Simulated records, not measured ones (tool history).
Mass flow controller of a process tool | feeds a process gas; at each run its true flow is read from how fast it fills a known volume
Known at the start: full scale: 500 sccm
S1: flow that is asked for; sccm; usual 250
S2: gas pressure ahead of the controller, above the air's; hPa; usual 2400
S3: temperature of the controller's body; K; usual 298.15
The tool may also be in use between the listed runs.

Run 1, hour 0.0: usual settings. Result: true flow (%) 99.71.
Run 2, hour 232.0: usual settings but S3 303.15 K. Result: true flow (%) 100.07.
Run 3, hour 457.8: usual settings but S3 303.15 K. Result: true flow (%) 99.88.
Run 4, hour 593.3: usual settings. Result: true flow (%) 99.56.
Run 5, hour 780.2: usual settings. Result: true flow (%) 99.64.
Run 6, hour 928.7: usual settings. Result: true flow (%) 99.64.
Run 7, hour 1192.6: usual settings. Result: true flow (%) 99.51.
Run 8, hour 1458.7: usual settings but S3 308.15 K. Result: true flow (%) 100.31.
Run 9, hour 1734.8: usual settings. Result: true flow (%) 99.77.
Run 10, hour 1860.1: usual settings. Result: true flow (%) 99.79.
Run 11, hour 2090.2: usual settings. Result: true flow (%) 99.71.
Run 12, hour 2336.0: usual settings but S1 356 sccm. Result: true flow (%) 99.58.
Run 13, hour 2588.2: usual settings but S1 356 sccm. Result: true flow (%) 99.58.
Run 14, hour 2832.3: usual settings but S1 52 sccm, S2 1950 hPa, S3 295.15 K. Result: true flow (%) 102.32.
At hour 2854.9: controller's zero set anew.
Run 15, hour 3027.1: usual settings but S1 59 sccm, S2 1550 hPa, S3 308.15 K. Result: true flow (%) 105.42.
Run 16, hour 3222.8: usual settings but S1 290 sccm, S2 1620 hPa. Result: true flow (%) 100.32.
Run 17, hour 3374.4: usual settings but S1 290 sccm, S2 1620 hPa. Result: true flow (%) 100.32.
Run 18, hour 3511.6: usual settings but S1 180 sccm, S2 1660 hPa, S3 297.15 K. Result: true flow (%) 100.80.
Run 19, hour 3707.2: usual settings but S1 180 sccm, S2 1820 hPa, S3 306.15 K. Result: true flow (%) 101.51.
Run 20, hour 3859.2: usual settings but S1 103 sccm, S2 2790 hPa. Result: true flow (%) 101.99.
Run 21, hour 4102.5: usual settings but S1 273 sccm, S2 2790 hPa. Result: true flow (%) 100.05.
Run 22, hour 4321.5: usual settings but S1 101 sccm, S2 1630 hPa, S3 297.15 K. Result: true flow (%) 102.38.
At hour 4377.1: controller's zero set anew, once more.
Run 23, hour 4483.4: usual settings but S1 101 sccm, S2 1410 hPa, S3 297.15 K. Result: true flow (%) 98.82.
Run 24, hour 4708.0: usual settings but S1 101 sccm, S2 1420 hPa, S3 297.15 K. Result: true flow (%) 98.90.
Run 25, hour 4844.2: usual settings but S1 100 sccm, S2 2150 hPa, S3 305.15 K. Result: true flow (%) 99.27.

Forecast each of these 5 alternatives for the next run:
Run A, hour 5113.2: usual settings but S1 394 sccm, S2 2070 hPa, S3 307.15 K. Result: true flow (%) ?.
Run B, hour 5113.2: usual settings but S1 100 sccm, S2 1430 hPa, S3 294.15 K. Result: true flow (%) ?.
Run C, hour 5113.2: usual settings but S1 302 sccm, S3 294.15 K. Result: true flow (%) ?.
Run D, hour 5113.2: usual settings but S2 1920 hPa. Result: true flow (%) ?.
Run E, hour 5113.2: usual settings but S1 98 sccm, S2 1630 hPa, S3 305.15 K. Result: true flow (%) ?.

run  true flow (%)
  A          99.73
  B          98.71
  C          98.50
  D          98.81
  E          99.54
Without the tool's hidden state the same runs would have given:
run  true flow (%)
  A         100.62
  B          99.37
  C          99.37
  D          99.66
  E         100.19
